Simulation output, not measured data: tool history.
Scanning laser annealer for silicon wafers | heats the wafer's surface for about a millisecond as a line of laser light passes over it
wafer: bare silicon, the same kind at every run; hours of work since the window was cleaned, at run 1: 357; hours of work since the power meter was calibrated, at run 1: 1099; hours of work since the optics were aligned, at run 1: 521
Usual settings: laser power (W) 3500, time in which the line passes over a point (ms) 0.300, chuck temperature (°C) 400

run	hour	laser power (W)	time in which the line passes over a point (ms)	chuck temperature (°C)	hours of work since the window was cleaned	hours of work since the power meter was calibrated	hours of work since the optics were aligned	highest temperature of the surface (°C)
1	0.0	3500	0.300	400	357	1099	521	1170
2	49.7	3500	0.300	400	389	1131	554	1172
3	80.4	3500	0.300	400	408	1151	573	1168
# hour 88.1: laser's power meter calibrated
4	110.0	3500	0.300	400	426	14	591	1170
5	142.6	3791	0.300	400	447	35	612	1249
6	175.2	3791	0.300	400	468	56	633	1246
7	227.4	3791	0.300	400	502	90	666	1240
8	255.5	3127	0.300	395	520	108	685	1061
# hour 299.0: laser's power meter calibrated, once more
9	310.1	3127	0.214	401	553	7	718	966
10	334.5	3461	0.260	401	569	23	734	1100
11	361.9	3721	0.343	398	587	41	752	1268

Forecast each of these 5 alternatives for the next run:
A	412.4	3460	0.216	427	619	73	784	?
B	412.4	3243	0.300	400	619	73	784	?
C	412.4	3815	0.366	398	619	73	784	?
D	412.4	3255	0.347	369	619	73	784	?
E	412.4	3847	0.266	385	619	73	784	?

run	highest temperature of the surface (°C)
A	1067
B	1086
C	1318
D	1109
E	1189
Without the tool's hidden state the same runs would have given:
run	highest temperature of the surface (°C)
A	1110
B	1132
C	1380
D	1158
E	1243
